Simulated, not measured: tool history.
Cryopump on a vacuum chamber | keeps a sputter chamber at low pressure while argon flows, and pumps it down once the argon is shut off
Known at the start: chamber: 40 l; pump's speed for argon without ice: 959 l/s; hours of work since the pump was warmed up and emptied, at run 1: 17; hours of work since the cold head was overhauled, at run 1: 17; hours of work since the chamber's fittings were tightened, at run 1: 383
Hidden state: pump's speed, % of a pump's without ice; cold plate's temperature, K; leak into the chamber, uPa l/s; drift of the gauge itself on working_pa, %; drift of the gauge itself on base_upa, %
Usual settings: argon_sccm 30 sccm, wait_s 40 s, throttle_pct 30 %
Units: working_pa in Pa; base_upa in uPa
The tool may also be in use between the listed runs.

| run | day | argon_sccm | wait_s | throttle_pct | hours of work since the pump was warmed up and emptied | hours of work since the cold head was overhauled | hours of work since the chamber's fittings were tightened | working_pa | base_upa |
|---|---|---|---|---|---|---|---|---|---|
| 1 | 0.000 | 30 | 40 | 30 | 17 | 17 | 383 | 0.1758 | 1.90 |
| 2 | 0.638 | 30 | 40 | 30 | 30 | 30 | 396 | 0.1760 | 1.92 |
| 3 | 1.133 | 30 | 40 | 30 | 40 | 40 | 406 | 0.1773 | 1.87 |
| 4 | 1.521 | 30 | 40 | 30 | 48 | 48 | 414 | 0.1761 | 1.90 |
| 5 | 2.046 | 30 | 40 | 30 | 59 | 59 | 425 | 0.1769 | 1.93 |
| 6 | 2.625 | 13 | 40 | 30 | 71 | 71 | 437 | 0.0768 | 1.95 |
| 7 | 3.425 | 13 | 28 | 30 | 88 | 88 | 453 | 0.0773 | 2.47 |
| 8 | 4.192 | 13 | 28 | 30 | 103 | 103 | 469 | 0.0784 | 2.47 |
| 9 | 4.608 | 13 | 28 | 30 | 112 | 112 | 478 | 0.0783 | 2.49 |
| 10 | 5.067 | 13 | 28 | 30 | 122 | 122 | 487 | 0.0770 | 2.55 |
| 11 | 5.858 | 13 | 28 | 30 | 138 | 138 | 504 | 0.0777 | 2.56 |
| 12 | 6.683 | 13 | 28 | 30 | 155 | 155 | 521 | 0.0786 | 2.70 |
| 13 | 7.512 | 13 | 28 | 30 | 172 | 172 | 538 | 0.0783 | 2.57 |
| 14 | 8.283 | 13 | 28 | 30 | 188 | 188 | 554 | 0.0796 | 2.61 |
| 15 | 8.771 | 13 | 264 | 30 | 198 | 198 | 564 | 0.0782 | 1.16 |
| 16 | 9.517 | 30 | 216 | 30 | 213 | 213 | 579 | 0.1817 | 1.23 |
| 17 | 10.221 | 16 | 21 | 18 | 228 | 228 | 594 | 0.1595 | 3.16 |
| 18 | 10.942 | 39 | 39 | 30 | 243 | 243 | 608 | 0.2374 | 2.31 |
| 19 | 11.583 | 35 | 30 | 18 | 256 | 256 | 622 | 0.3506 | 2.59 |
| 20 | 12.217 | 41 | 279 | 34 | 269 | 269 | 635 | 0.2222 | 1.24 |
| 21 | 12.904 | 41 | 279 | 26 | 283 | 283 | 649 | 0.2883 | 1.31 |
| 22 | 13.508 | 41 | 279 | 26 | 296 | 296 | 661 | 0.2874 | 1.28 |

The next listed run, before its measurement:
| 23 | 14.142 | 21 | 279 | 31 | 309 | 309 | 674 | ? | ? |

Run 23 gave working_pa 0.1250 Pa, base_upa 1.33 uPa.
Without the tool's hidden state the same run would have given working_pa 0.1193 Pa, base_upa 0.50 uPa.
